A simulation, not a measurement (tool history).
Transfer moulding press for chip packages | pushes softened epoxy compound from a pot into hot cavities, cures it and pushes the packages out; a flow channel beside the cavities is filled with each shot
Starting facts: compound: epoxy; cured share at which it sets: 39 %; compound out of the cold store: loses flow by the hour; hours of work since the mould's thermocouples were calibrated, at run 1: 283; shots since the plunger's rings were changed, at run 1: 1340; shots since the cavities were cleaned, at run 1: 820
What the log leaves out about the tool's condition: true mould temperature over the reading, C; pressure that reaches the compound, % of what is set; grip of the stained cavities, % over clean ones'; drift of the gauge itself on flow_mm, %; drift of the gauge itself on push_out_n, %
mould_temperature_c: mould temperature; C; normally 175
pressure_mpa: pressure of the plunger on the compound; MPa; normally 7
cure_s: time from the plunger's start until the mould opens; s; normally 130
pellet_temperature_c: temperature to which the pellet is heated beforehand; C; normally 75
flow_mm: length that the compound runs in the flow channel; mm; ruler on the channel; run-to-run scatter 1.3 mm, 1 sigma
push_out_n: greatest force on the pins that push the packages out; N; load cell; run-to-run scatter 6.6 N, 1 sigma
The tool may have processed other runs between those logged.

run   hour  mould_temperature_c  pressure_mpa  cure_s  pellet_temperature_c  hours of work since the mould's thermocouples were calibrated  shots since the plunger's rings were changed  shots since the cavities were cleaned  incoming compound's hours out of the cold store  flow_mm  push_out_n
  1      0                  175             7     130                    75                                                            283                                          1340                                    820                                             25.6      624         248
  2   15.4                  175             7     130                    75                                                            289                                          1430                                    910                                             33.1      607         246
  3   40.3                  175          5.56     130                    75                                                            300                                          1576                                   1056                                             25.3      557         258
      63.5  -- cavities cleaned with cleaning compound and waxed
  4   63.5                  175          5.56     130                    75                                                            309                                          1704                                      0                                              9.8      592         255
  5   80.1                  175          5.56     130                    75                                                            316                                          1801                                     97                                             16.8      574         255
  6   96.5                  175          5.56     130                    75                                                            323                                          1898                                    194                                             17.6      575         252
  7  117.3                  175             7     130                    75                                                            332                                          2020                                    316                                             20.7      634         251
  8  144.1                  175             7     130                    75                                                            343                                          2178                                    474                                               16      650         263
  9  174.6                  175          5.36     130                    75                                                            357                                          2357                                    653                                             32.5      531         241
 10  199.7                  175          5.36     130                    75                                                            367                                          2505                                    801                                              8.9      583         269
 11  214.5                  175          5.36     130                    75                                                            374                                          2591                                    887                                             12.4      576         257
 12  240.7                  175          5.36     130                    75                                                            385                                          2745                                   1041                                             33.1      531         256
 13  257.2                  175             7     165                    75                                                            392                                          2842                                   1138                                               26      621         185
     265.7  -- cavities cleaned with cleaning compound and waxed
     278.8  -- mould's thermocouples calibrated
 14  287.3                  175             7     130                    71                                                              4                                          2999                                    115                                             17.4      642         260
 15  303.7                  175             7     130                    71                                                             11                                          3095                                    211                                             29.9      612         233
 16  326.9                  171             7     130                    75                                                             21                                          3231                                    347                                             45.2      586         298
 17    354                  175          7.41     147                    80                                                             32                                          3391                                    507                                             29.4      630         214
 18  384.9                  175             7     156                    68                                                             45                                          3572                                    688                                               26      622         203
 19  400.3                  175             7     117                    84                                                             52                                          3663                                    779                                             44.1      580         305
 20  424.3                  175             7     130                    75                                                             62                                          3804                                    920                                               46      577         249
 21  449.6                  175             7     120                    75                                                             73                                          3952                                   1068                                             38.3      591         288
     456.7  -- plunger's sealing rings changed
       472  -- cavities cleaned with cleaning compound and waxed
 22  483.6                  175             7     120                    75                                                             86                                           149                                     68                                             30.5      610         303
 23  502.9                  182          8.28     123                    68                                                             94                                           263                                    182                                             25.3      665         191
 24  533.3                  179             7     150                    75                                                            107                                           441                                    360                                             10.9      652         186
 25    558                  179          7.43     150                    77                                                            117                                           586                                    505                                             10.2      672         188
 26  582.3                  179          7.43     128                    75                                                            128                                           729                                    648                                             37.9      603         208
 27  602.8                  175          7.48     130                    75                                                            137                                           850                                    769                                             13.6      674         257
 28  629.6                  175          8.02     129                    75                                                            148                                          1007                                    926                                             45.3      618         241

For each entry between runs, how does the tool's hidden state at the last listed run before it compare with that at the first listed run after it?
From run 3 to run 4: cavities cleaned with cleaning compound and waxed (hour 63.5)
  pressure that reaches the compound, % of what is set: 99.96 -> 99.95; grip of the stained cavities, % over clean ones': 1.5 -> 0
From run 13 to run 14: cavities cleaned with cleaning compound and waxed (hour 265.7); mould's thermocouples calibrated (hour 278.8)
  true mould temperature over the reading, C: -0.01 -> 0; grip of the stained cavities, % over clean ones': 1.5 -> 0.4
From run 21 to run 22: plunger's sealing rings changed (hour 456.7); cavities cleaned with cleaning compound and waxed (hour 472)
  pressure that reaches the compound, % of what is set: 99.89 -> 99.99; grip of the stained cavities, % over clean ones': 1.5 -> 0.2
